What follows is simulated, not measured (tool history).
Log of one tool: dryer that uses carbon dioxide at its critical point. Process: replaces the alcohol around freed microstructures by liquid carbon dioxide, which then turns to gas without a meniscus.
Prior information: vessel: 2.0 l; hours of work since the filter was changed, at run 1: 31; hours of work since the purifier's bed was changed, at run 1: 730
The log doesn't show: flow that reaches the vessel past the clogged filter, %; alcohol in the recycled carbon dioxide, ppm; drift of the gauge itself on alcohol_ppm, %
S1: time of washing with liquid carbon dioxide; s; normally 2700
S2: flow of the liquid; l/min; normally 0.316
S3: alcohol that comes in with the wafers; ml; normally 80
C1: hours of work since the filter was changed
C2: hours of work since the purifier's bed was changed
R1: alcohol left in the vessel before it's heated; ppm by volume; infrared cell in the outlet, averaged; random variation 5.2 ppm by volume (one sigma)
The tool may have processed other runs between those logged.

run	hour	S1	S2	S3	C1	C2	R1
1	0.0	2700	0.316	80	31	730	253
2	27.0	2700	0.292	80	48	747	315
3	52.6	2700	0.316	80	64	763	267
4	74.9	2700	0.316	80	78	777	268
5	95.8	2700	0.316	80	91	790	285
6	124.2	1740	0.408	118	109	808	669
7	143.4	1740	0.408	118	121	820	684
8	168.3	2640	0.408	42	137	836	194
9	188.8	2640	0.408	22	150	849	175
10	218.3	2700	0.498	80	168	867	163

Forecast each of these 3 alternatives for the next run:
A	238.0	2160	0.498	98	180	879	?
B	238.0	2700	0.250	84	180	879	?
C	238.0	2700	0.509	80	180	879	?

run	R1
A	221
B	698
C	182
With no hidden state in the tool, these same runs would have given:
run	R1
A	33
B	352
C	0
